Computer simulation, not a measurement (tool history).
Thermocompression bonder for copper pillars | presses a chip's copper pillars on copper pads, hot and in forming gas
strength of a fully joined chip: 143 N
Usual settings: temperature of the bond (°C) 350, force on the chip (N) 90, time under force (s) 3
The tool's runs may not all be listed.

run	hour	temperature of the bond (°C)	force on the chip (N)	time under force (s)	force that shears a chip off (N)
1	0.0	350	90	3	99.9
2	9.6	350	90	8	121.1
3	14.7	377	90	8	128.2
4	25.0	377	90	8	127.3
5	31.2	377	90	8	128.0
6	41.4	377	90	8	127.2
7	49.2	350	90	5	111.6
8	59.7	350	90	5	110.2
9	68.8	350	90	3	99.0
10	75.2	350	90	3	99.4
11	83.0	350	88	3	98.3
12	91.6	350	88	3	98.4
13	101.0	350	88	3	97.7
14	108.3	350	57	4	87.8
15	115.7	350	57	4	86.5
16	124.2	350	57	4	86.7
17	133.0	365	64	3	91.0
18	141.2	365	64	3	90.3
19	148.9	343	90	3	94.5
20	157.3	343	90	3	94.8
# hour 166.1: forming gas filter changed
21	169.4	342	57	4	87.3
22	174.2	323	57	4	77.3
23	181.1	371	105	3	116.7
24	185.9	371	99	7	130.7
25	191.5	377	107	3	119.9
26	199.1	350	90	2	92.6

Forecast each of these 4 alternatives for the next run:
A	210.0	350	109	2	?
B	210.0	352	122	3	?
C	210.0	373	90	2	?
D	210.0	350	61	4	?

run	force that shears a chip off (N)
A	99.3
B	114.9
C	103.4
D	94.3
Without the tool's hidden state the same runs would have given:
run	force that shears a chip off (N)
A	98.4
B	114.3
C	102.7
D	93.3
